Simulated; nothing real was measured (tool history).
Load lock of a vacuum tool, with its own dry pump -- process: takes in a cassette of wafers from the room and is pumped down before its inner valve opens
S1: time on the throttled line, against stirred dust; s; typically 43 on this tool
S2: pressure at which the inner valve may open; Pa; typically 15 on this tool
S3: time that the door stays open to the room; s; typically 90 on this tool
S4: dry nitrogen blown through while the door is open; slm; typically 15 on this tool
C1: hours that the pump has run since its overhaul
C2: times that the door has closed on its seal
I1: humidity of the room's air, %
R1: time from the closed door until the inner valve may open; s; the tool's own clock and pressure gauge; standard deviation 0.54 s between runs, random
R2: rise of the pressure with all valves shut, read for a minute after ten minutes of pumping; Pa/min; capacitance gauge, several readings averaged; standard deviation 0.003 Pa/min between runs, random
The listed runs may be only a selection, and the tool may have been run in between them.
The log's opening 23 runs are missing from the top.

{"run": 24, "hour": 5499.4, "S1": 43, "S2": 10, "S3": 90, "S4": 24, "C1": 3420, "C2": 49223, "I1": 43.7, "R1": 78.2, "R2": 0.108}
{"run": 25, "hour": 5853.0, "S1": 43, "S2": 10, "S3": 108, "S4": 4, "C1": 3773, "C2": 50167, "I1": 44.8, "R1": 77.2, "R2": 0.154}
{"run": 26, "hour": 6154.6, "S1": 37, "S2": 12, "S3": 114, "S4": 37, "C1": 4075, "C2": 50972, "I1": 48.4, "R1": 72.7, "R2": 0.111}
{"run": 27, "hour": 6328.8, "S1": 43, "S2": 30, "S3": 90, "S4": 15, "C1": 4249, "C2": 51437, "I1": 43.1, "R1": 72.3, "R2": 0.118}
{"run": 28, "hour": 6556.5, "S1": 43, "S2": 22, "S3": 90, "S4": 15, "C1": 4477, "C2": 52044, "I1": 46.1, "R1": 74.2, "R2": 0.119}
{"run": 29, "hour": 6716.2, "S1": 24, "S2": 13, "S3": 146, "S4": 14, "C1": 4637, "C2": 52470, "I1": 44.9, "R1": 62.8, "R2": 0.145}
{"run": 30, "hour": 7022.5, "S1": 43, "S2": 15, "S3": 116, "S4": 9, "C1": 4943, "C2": 53288, "I1": 43.0, "R1": 76.9, "R2": 0.144}
{"run": 31, "hour": 7240.9, "S1": 43, "S2": 15, "S3": 116, "S4": 9, "C1": 5161, "C2": 53871, "I1": 45.9, "R1": 77.1, "R2": 0.152}
{"run": 32, "hour": 7520.7, "S1": 68, "S2": 15, "S3": 116, "S4": 35, "C1": 5441, "C2": 54618, "I1": 46.2, "R1": 94.3, "R2": 0.119}
{"run": 33, "hour": 7726.0, "S1": 26, "S2": 17, "S3": 90, "S4": 15, "C1": 5646, "C2": 55166, "I1": 43.5, "R1": 64.1, "R2": 0.129}

Here are 5 independent what-if runs from the current tool condition. What would each one return?
{"run": "A", "hour": 8099.2, "S1": 43, "S2": 17, "S3": 96, "S4": 4, "C1": 6020, "C2": 56162, "I1": 45.2, "R1": "?", "R2": "?"}
{"run": "B", "hour": 8099.2, "S1": 26, "S2": 17, "S3": 30, "S4": 15, "C1": 6020, "C2": 56162, "I1": 45.7, "R1": "?", "R2": "?"}
{"run": "C", "hour": 8099.2, "S1": 62, "S2": 15, "S3": 90, "S4": 7, "C1": 6020, "C2": 56162, "I1": 44.8, "R1": "?", "R2": "?"}
{"run": "D", "hour": 8099.2, "S1": 62, "S2": 15, "S3": 119, "S4": 15, "C1": 6020, "C2": 56162, "I1": 45.6, "R1": "?", "R2": "?"}
{"run": "E", "hour": 8099.2, "S1": 43, "S2": 25, "S3": 181, "S4": 15, "C1": 6020, "C2": 56162, "I1": 44.5, "R1": "?", "R2": "?"}

run=A R1=75.2 R2=0.171
run=B R1=64.1 R2=0.114
run=C R1=90.4 R2=0.154
run=D R1=90.6 R2=0.143
run=E R1=74.8 R2=0.154
Stripped of hidden state, with their random variation kept, the same runs would have yielded:
run=A R1=73.0 R2=0.087
run=B R1=61.6 R2=0.030
run=C R1=88.5 R2=0.071
run=D R1=88.7 R2=0.060
run=E R1=72.6 R2=0.072
